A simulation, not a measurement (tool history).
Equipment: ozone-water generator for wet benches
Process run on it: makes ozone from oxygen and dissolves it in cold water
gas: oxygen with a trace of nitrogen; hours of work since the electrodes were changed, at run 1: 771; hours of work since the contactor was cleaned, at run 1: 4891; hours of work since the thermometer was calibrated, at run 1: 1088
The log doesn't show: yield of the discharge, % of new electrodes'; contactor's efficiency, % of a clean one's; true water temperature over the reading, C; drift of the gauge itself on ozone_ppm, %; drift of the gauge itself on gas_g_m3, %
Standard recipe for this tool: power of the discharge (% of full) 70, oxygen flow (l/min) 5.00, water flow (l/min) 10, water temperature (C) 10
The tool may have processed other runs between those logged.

| run | hour | power of the discharge (% of full) | oxygen flow (l/min) | water flow (l/min) | water temperature (C) | hours of work since the electrodes were changed | hours of work since the contactor was cleaned | hours of work since the thermometer was calibrated | dissolved ozone (ppm) | ozone in the gas ahead of the water (g/m3) |
|---|---|---|---|---|---|---|---|---|---|---|
| 1 | 0.0 | 70 | 5.00 | 10 | 10 | 771 | 4891 | 1088 | 36.7 | 268.0 |
| 2 | 82.4 | 70 | 5.00 | 10 | 10 | 845 | 4964 | 1162 | 36.4 | 268.1 |
| 3 | 130.8 | 49 | 5.00 | 10 | 10 | 888 | 5008 | 1205 | 29.9 | 223.1 |
| 4 | 181.7 | 70 | 5.00 | 10 | 10 | 934 | 5053 | 1250 | 36.3 | 268.3 |
| 5 | 266.1 | 70 | 3.09 | 10 | 10 | 1009 | 5128 | 1326 | 36.2 | 347.4 |
| 6 | 305.3 | 70 | 3.09 | 10 | 10 | 1044 | 5163 | 1361 | 36.5 | 346.4 |
| 7 | 379.8 | 70 | 3.09 | 10 | 10 | 1110 | 5230 | 1427 | 36.2 | 342.4 |
| 8 | 422.3 | 70 | 4.00 | 10 | 10 | 1148 | 5268 | 1465 | 36.1 | 302.5 |
| 9 | 467.4 | 70 | 4.00 | 10 | 10 | 1189 | 5308 | 1506 | 36.9 | 298.2 |
| 10 | 512.6 | 70 | 4.00 | 10 | 10 | 1229 | 5349 | 1546 | 36.4 | 299.0 |
| 11 | 565.3 | 70 | 2.67 | 10 | 10 | 1276 | 5396 | 1593 | 36.1 | 370.9 |
| 12 | 637.4 | 70 | 2.67 | 10 | 16 | 1340 | 5460 | 1657 | 33.1 | 375.4 |
| 13 | 673.6 | 70 | 5.00 | 10 | 10 | 1373 | 5492 | 1690 | 36.0 | 266.3 |
| 14 | 737.5 | 70 | 5.00 | 10 | 10 | 1430 | 5549 | 1747 | 35.9 | 266.0 |
| 15 | 781.0 | 70 | 5.00 | 10 | 10 | 1469 | 5588 | 1785 | 35.1 | 267.2 |
| 16 | 831.1 | 70 | 5.00 | 10 | 10 | 1513 | 5633 | 1830 | 35.6 | 267.7 |

Estimate the outcome of run 17 from the log above:
| 17 | 901.9 | 73 | 4.73 | 9 | 13 | 1577 | 5696 | 1893 | ? | ? |

Run 17 gave dissolved ozone (ppm) 37.7, ozone in the gas ahead of the water (g/m3) 278.0.
Take away the tool's hidden state, keep the run-to-run variation as it was, and the same run would have given dissolved ozone (ppm) 42.5, ozone in the gas ahead of the water (g/m3) 287.6.
